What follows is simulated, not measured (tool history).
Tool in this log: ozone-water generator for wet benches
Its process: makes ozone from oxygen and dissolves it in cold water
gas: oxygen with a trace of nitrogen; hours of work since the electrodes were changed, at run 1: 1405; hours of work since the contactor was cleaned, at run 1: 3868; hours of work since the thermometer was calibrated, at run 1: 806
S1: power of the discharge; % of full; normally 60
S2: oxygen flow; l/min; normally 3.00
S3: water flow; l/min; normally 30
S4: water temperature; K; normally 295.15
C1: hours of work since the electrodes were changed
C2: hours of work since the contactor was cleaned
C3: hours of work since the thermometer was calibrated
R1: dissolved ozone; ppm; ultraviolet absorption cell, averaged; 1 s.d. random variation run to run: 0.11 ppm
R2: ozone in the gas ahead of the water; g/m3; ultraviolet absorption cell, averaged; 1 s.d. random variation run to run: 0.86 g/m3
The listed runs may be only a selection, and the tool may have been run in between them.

run,hour,S1,S2,S3,S4,C1,C2,C3,R1,R2
1,0.0,60,3.00,30,295.15,1405,3868,806,6.6,138.3
2,29.8,60,3.00,30,295.15,1434,3897,835,6.7,135.3
3,57.7,60,3.00,30,295.15,1462,3925,862,6.2,136.2
4,91.3,43,3.00,30,295.15,1494,3957,895,4.9,104.0
5,129.4,43,3.00,30,295.15,1531,3994,932,4.9,105.9
6,162.5,43,3.00,30,295.15,1564,4027,964,4.9,105.9
7,186.5,43,3.00,30,295.15,1587,4050,988,5.1,104.9
8,221.2,43,3.00,30,295.15,1621,4084,1021,5.2,105.8
9,247.0,60,3.00,30,296.15,1646,4109,1046,6.5,137.3
10,264.2,60,3.00,36,296.15,1663,4126,1063,5.4,137.1
11,286.8,44,3.00,35,289.15,1685,4148,1085,4.5,107.3
12,305.8,95,2.74,35,289.15,1703,4166,1104,8.1,203.8
13,322.7,95,2.74,22,289.15,1720,4183,1120,12.7,205.2
14,359.9,60,1.50,22,295.15,1756,4219,1156,7.8,208.5

Below are 4 alternative next runs, each starting from the tool's condition after run 14. Predict each:
A,381.1,96,3.00,45,295.15,1777,4240,1177,?,?
B,381.1,60,4.83,22,295.15,1777,4240,1177,?,?
C,381.1,60,1.50,22,296.15,1777,4240,1177,?,?
D,381.1,60,3.00,34,295.15,1777,4240,1177,?,?

run,R1,R2
A,6.2,194.5
B,8.3,99.7
C,7.7,207.8
D,5.7,135.0
Had the tool no hidden state, the same runs would have come out as:
run,R1,R2
A,7.3,202.7
B,9.5,102.7
C,8.8,214.0
D,6.5,139.0
